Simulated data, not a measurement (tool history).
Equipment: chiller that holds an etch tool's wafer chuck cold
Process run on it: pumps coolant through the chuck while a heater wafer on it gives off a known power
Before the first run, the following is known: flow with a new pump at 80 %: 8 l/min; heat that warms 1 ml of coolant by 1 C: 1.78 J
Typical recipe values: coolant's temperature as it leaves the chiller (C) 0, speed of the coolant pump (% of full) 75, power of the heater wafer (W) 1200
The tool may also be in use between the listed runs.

run    hour  coolant's temperature as it leaves the chiller (C)  speed of the coolant pump (% of full)  power of the heater wafer (W)  chuck's temperature once it has settled (C)  how much warmer the coolant comes back (C)
  1       0                                                   0                                     75                           1200                                         13.6                                        5.73
  2    57.9                                                   0                                     75                           1200                                         13.7                                        5.77
  3   137.4                                                   0                                     75                           1200                                         13.7                                         5.8
  4   231.4                                                   0                                     65                           1200                                           15                                        6.68
  5   327.8                                                   0                                     65                           1200                                           15                                         6.7
      406.2  -- coolant changed, channels flushed
  6   438.1                                                   0                                     75                           1200                                         11.8                                        5.75
  7   522.7                                                   0                                     75                           1200                                         11.8                                         5.8
  8   613.1                                                   9                                     75                           1200                                         20.9                                         5.8
  9   738.2                                                   9                                     75                           1200                                           21                                        5.81
 10   868.7                                                   0                                     65                           1200                                           13                                        6.87
 11   996.9                                                   0                                     68                           1200                                         12.9                                        6.53
 12  1079.1                                                   0                                     68                           1200                                           13                                        6.55
 13  1153.8                                                   0                                     68                           1200                                           13                                        6.52
 14  1251.1                                                   0                                     68                           1200                                           13                                        6.58
 15  1330.3                                                  -7                                     76                           1200                                          5.2                                        5.78
 16  1415.4                                                   7                                     66                            774                                         15.6                                        4.37
 17  1536.8                                                   8                                     66                            763                                         16.6                                        4.32
     1544.1  -- chiller's thermometer calibrated
 18  1660.6                                                   0                                     75                           1154                                           12                                        5.66
 19  1714.9                                                   0                                     66                           1278                                         14.4                                        7.26
 20  1782.5                                                  -5                                     74                           1200                                          7.7                                           6
 21  1895.3                                                  -1                                     88                           1200                                         10.5                                        5.01
 22  2007.9                                                   8                                     84                            690                                         14.9                                        3.01
 23  2080.4                                                   8                                     84                            690                                           15                                        3.06
 24  2151.8                                                   9                                     96                           1033                                         18.6                                        3.94
     2175.9  -- chiller's thermometer calibrated, once more
 25  2241.4                                                   9                                     96                           1033                                         18.2                                        3.93
 26  2358.2                                                   0                                     75                           1070                                         11.2                                        5.35
 27  2454.6                                                   0                                     75                           1070                                         11.3                                        5.39

Forecast each of these 4 alternatives for the next run:
  A  2526                                                   0                                     75                           1099                                            ?                                           ?
  B  2526                                                   9                                     75                            733                                            ?                                           ?
  C  2526                                                   3                                     74                           1070                                            ?                                           ?
  D  2526                                                   0                                     75                           1070                                            ?                                           ?

run  chuck's temperature once it has settled (C)  how much warmer the coolant comes back (C)
  A                                         11.3                                        5.49
  B                                         16.7                                        3.68
  C                                         14.2                                        5.42
  D                                         11.3                                        5.41
Without the tool's unlogged condition, the same runs would have read:
run  chuck's temperature once it has settled (C)  how much warmer the coolant comes back (C)
  A                                         10.1                                        4.94
  B                                         15.9                                        3.31
  C                                           13                                        4.87
  D                                         10.1                                        4.87

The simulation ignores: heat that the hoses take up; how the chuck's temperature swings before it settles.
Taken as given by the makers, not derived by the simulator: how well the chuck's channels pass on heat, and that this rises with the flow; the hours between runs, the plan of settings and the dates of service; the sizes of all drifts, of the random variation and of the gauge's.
